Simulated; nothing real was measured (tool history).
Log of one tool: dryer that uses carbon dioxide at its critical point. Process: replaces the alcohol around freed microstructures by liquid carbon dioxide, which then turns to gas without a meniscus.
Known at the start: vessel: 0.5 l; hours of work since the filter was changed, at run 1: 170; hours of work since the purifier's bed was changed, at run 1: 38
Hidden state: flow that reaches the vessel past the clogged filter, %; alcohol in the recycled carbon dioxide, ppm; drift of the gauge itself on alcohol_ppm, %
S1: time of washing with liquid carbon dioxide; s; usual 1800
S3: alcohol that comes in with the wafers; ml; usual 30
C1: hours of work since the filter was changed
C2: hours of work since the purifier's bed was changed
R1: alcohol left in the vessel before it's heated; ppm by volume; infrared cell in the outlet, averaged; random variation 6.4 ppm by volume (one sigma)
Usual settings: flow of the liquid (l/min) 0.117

Run 1, hour 0: usual settings; C1 170; C2 38. Result: R1 520 ppm by volume.
Run 2, hour 39.5: usual settings; C1 183; C2 51. Result: R1 549 ppm by volume.
Run 3, hour 87.1: usual settings but S3 88 ml; C1 199; C2 67. Result: R1 1642 ppm by volume.
Run 4, hour 116.3: usual settings but S3 35 ml; C1 208; C2 76. Result: R1 700 ppm by volume.
At hour 139.9: inlet filter changed.
Run 5, hour 163.1: usual settings; C1 8; C2 91. Result: R1 322 ppm by volume.
Run 6, hour 197.1: usual settings; C1 19; C2 103. Result: R1 329 ppm by volume.
Run 7, hour 227.7: usual settings; C1 29; C2 113. Result: R1 350 ppm by volume.
Run 8, hour 259.4: usual settings but flow of the liquid (l/min) 0.127; C1 39; C2 123. Result: R1 261 ppm by volume.
Run 9, hour 301.9: usual settings but flow of the liquid (l/min) 0.127; C1 53; C2 137. Result: R1 272 ppm by volume.
Run 10, hour 344.3: usual settings; C1 67; C2 151. Result: R1 394 ppm by volume.
Run 11, hour 397.5: usual settings but S3 27 ml; C1 85; C2 168. Result: R1 406 ppm by volume.
Run 12, hour 432.1: usual settings but flow of the liquid (l/min) 0.109, S3 27 ml; C1 96; C2 180. Result: R1 571 ppm by volume.
Run 13, hour 470.3: usual settings but S3 51 ml; C1 109; C2 192. Result: R1 779 ppm by volume.
Run 14, hour 521.9: usual settings but S3 51 ml; C1 125; C2 209. Result: R1 789 ppm by volume.
Run 15, hour 550.4: usual settings; C1 135; C2 219. Result: R1 524 ppm by volume.
Run 16, hour 599.1: usual settings; C1 151; C2 235. Result: R1 564 ppm by volume.
Run 17, hour 635: usual settings; C1 163; C2 246. Result: R1 577 ppm by volume.
Run 18, hour 679.8: usual settings but S1 1680 s; C1 177; C2 261. Result: R1 801 ppm by volume.
Run 19, hour 719.5: usual settings but S1 1680 s; C1 190; C2 274. Result: R1 822 ppm by volume.
Run 20, hour 758.8: usual settings but S1 1680 s; C1 203; C2 287. Result: R1 860 ppm by volume.
At hour 798.3: inlet filter changed.
Run 21, hour 806.5: usual settings but S1 1680 s; C1 3; C2 302. Result: R1 510 ppm by volume.
Run 22, hour 848.7: usual settings but S3 51 ml; C1 17; C2 316. Result: R1 632 ppm by volume.
Run 23, hour 886: usual settings but S3 51 ml; C1 29; C2 328. Result: R1 639 ppm by volume.
Run 24, hour 926.2: usual settings but flow of the liquid (l/min) 0.153, S3 22 ml; C1 42; C2 342. Result: R1 174 ppm by volume.
Run 25, hour 949.8: usual settings but flow of the liquid (l/min) 0.153, S3 22 ml; C1 50; C2 349. Result: R1 189 ppm by volume.

Forecast run 26:
Run 26, hour 995.7: usual settings but flow of the liquid (l/min) 0.153, S3 22 ml; C1 65; C2 364. Result: R1 ?.

R1: 192 ppm by volume
Without the tool's hidden state the same run would have given R1 43 ppm by volume.
